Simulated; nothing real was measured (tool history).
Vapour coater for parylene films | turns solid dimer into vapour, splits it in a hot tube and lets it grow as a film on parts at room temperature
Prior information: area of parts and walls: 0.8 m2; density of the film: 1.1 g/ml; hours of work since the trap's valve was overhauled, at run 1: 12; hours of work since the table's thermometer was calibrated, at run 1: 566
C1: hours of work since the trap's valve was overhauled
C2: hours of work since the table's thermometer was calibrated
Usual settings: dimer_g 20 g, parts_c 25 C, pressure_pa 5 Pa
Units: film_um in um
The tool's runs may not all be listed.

run 1 hour=0 | dimer_g=20 parts_c=25 pressure_pa=5 | C1=12 C2=566 | film_um=17.58
run 2 hour=14.1 | dimer_g=20 parts_c=25 pressure_pa=5 | C1=24 C2=578 | film_um=17.27
run 3 hour=32 | dimer_g=20 parts_c=25 pressure_pa=2.96 | C1=39 C2=593 | film_um=17.93
run 4 hour=48.2 | dimer_g=20 parts_c=33 pressure_pa=2.96 | C1=53 C2=607 | film_um=14.41
run 5 hour=69.3 | dimer_g=20 parts_c=33 pressure_pa=2.96 | C1=70 C2=624 | film_um=14.3
run 6 hour=86.6 | dimer_g=20 parts_c=33 pressure_pa=2.96 | C1=85 C2=639 | film_um=14.13
run 7 hour=107 | dimer_g=28 parts_c=25 pressure_pa=10.59 | C1=102 C2=656 | film_um=22.71
run 8 hour=125.2 | dimer_g=10 parts_c=19 pressure_pa=2.2 | C1=117 C2=671 | film_um=10.29
run 9 hour=134.3 | dimer_g=8 parts_c=25 pressure_pa=5 | C1=124 C2=679 | film_um=6.7
run 10 hour=144.1 | dimer_g=26 parts_c=25 pressure_pa=3.88 | C1=133 C2=687 | film_um=21.97

3 ways to go on from here, each from the tool as it stands after run 10. What would each give?
run A hour=161.2 | dimer_g=21 parts_c=25 pressure_pa=9.07 | C1=147 C2=701 | film_um=?
run B hour=161.2 | dimer_g=15 parts_c=26 pressure_pa=8.74 | C1=147 C2=701 | film_um=?
run C hour=161.2 | dimer_g=26 parts_c=22 pressure_pa=4.53 | C1=147 C2=701 | film_um=?

run=A film_um=16.78
run=B film_um=11.74
run=C film_um=23.66
With the hidden condition removed and each run's random variation left untouched, the same runs would have given:
run=A film_um=17.7
run=B film_um=12.39
run=C film_um=24.96

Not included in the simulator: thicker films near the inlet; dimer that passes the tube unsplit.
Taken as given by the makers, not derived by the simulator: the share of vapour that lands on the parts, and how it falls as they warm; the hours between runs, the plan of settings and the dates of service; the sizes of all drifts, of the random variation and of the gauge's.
